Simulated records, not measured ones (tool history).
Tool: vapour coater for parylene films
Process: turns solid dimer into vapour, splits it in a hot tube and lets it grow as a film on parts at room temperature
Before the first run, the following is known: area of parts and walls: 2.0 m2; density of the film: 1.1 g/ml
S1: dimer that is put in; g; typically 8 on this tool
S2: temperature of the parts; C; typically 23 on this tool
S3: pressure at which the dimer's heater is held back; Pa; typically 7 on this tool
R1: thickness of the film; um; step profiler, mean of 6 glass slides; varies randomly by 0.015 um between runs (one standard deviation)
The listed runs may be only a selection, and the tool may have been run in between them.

| run | hour | S1 | S2 | S3 | R1 |
|---|---|---|---|---|---|
| 1 | 0 | 8 | 23 | 7 | 1.8 |
| 2 | 65.3 | 8 | 23 | 7 | 1.73 |
| 3 | 151.3 | 8 | 24 | 7 | 1.68 |
| 4 | 204.1 | 8 | 23 | 7 | 1.7 |
| 5 | 245 | 8 | 23 | 7 | 1.69 |
|  | 320.7 | trap's valve overhauled |
| 6 | 320.7 | 8 | 23 | 7 | 1.81 |
| 7 | 398.8 | 10 | 23 | 7 | 2.17 |
| 8 | 480.6 | 14 | 23 | 7 | 3.01 |
| 9 | 542.1 | 14 | 23 | 7 | 2.92 |
| 10 | 611.9 | 8 | 21 | 7 | 1.78 |
|  | 643.2 | trap's valve overhauled |
| 11 | 683.4 | 8 | 23 | 6.64 | 1.79 |
| 12 | 744.9 | 8 | 23 | 6.64 | 1.75 |
| 13 | 827.4 | 8 | 23 | 10 | 1.61 |
| 14 | 878.1 | 8 | 23 | 9.23 | 1.62 |
| 15 | 925 | 8 | 23 | 9.23 | 1.56 |
|  | 965.6 | trap's valve overhauled |
| 16 | 1000.7 | 8 | 23 | 9.23 | 1.68 |
| 17 | 1070 | 8 | 23 | 9.23 | 1.65 |
|  | 1137.1 | table's thermometer calibrated |
| 18 | 1156.5 | 4 | 26 | 5.44 | 0.82 |
| 19 | 1200.7 | 4 | 24 | 10.37 | 0.77 |
|  | 1284 | trap's valve overhauled |
| 20 | 1284 | 4 | 24 | 10.37 | 0.84 |
| 21 | 1359.4 | 8 | 16 | 8.48 | 2.07 |
| 22 | 1435.8 | 3 | 23 | 11.68 | 0.6 |
| 23 | 1491.6 | 6 | 23 | 5.76 | 1.3 |
| 24 | 1543.6 | 9 | 31 | 8.38 | 1.5 |
|  | 1602.5 | trap's valve overhauled |
| 25 | 1615.1 | 4 | 31 | 2.05 | 0.88 |
| 26 | 1667.7 | 4 | 23 | 4.97 | 0.95 |
| 27 | 1736 | 6 | 25 | 9.99 | 1.17 |
| 28 | 1778.5 | 9 | 25 | 9.99 | 1.72 |
| 29 | 1841 | 12 | 25 | 5.4 | 2.46 |

How would selected steps in R1 from run to run divide? Give the signed amount a tool lacking its hidden state would still show from settings, what came in and random variation, and the signed amount left for the hidden state, including any gauge scatter that is not in both of the compared results.
Hidden state at play: vapour lost through the trap's worn valve, %; true temperature of the parts over the reading, C; drift of the gauge itself on film_um, %.
Run 5 -> 6: trap's valve overhauled. R1 +0.12 um: hidden state +0.1, all else +0.02.
Run 10 -> 11: S2 21 -> 23, S3 7 -> 6.64, trap's valve overhauled. R1 +0.01 um: hidden state +0.1, all else -0.09.
Run 20 -> 21: S1 4 -> 8, S2 24 -> 16, S3 10.37 -> 8.48. R1 +1.23 um: hidden state -0.05, all else +1.28.
Run 21 -> 22: S1 8 -> 3, S2 16 -> 23, S3 8.48 -> 11.68. R1 -1.47 um: hidden state +0.03, all else -1.5.

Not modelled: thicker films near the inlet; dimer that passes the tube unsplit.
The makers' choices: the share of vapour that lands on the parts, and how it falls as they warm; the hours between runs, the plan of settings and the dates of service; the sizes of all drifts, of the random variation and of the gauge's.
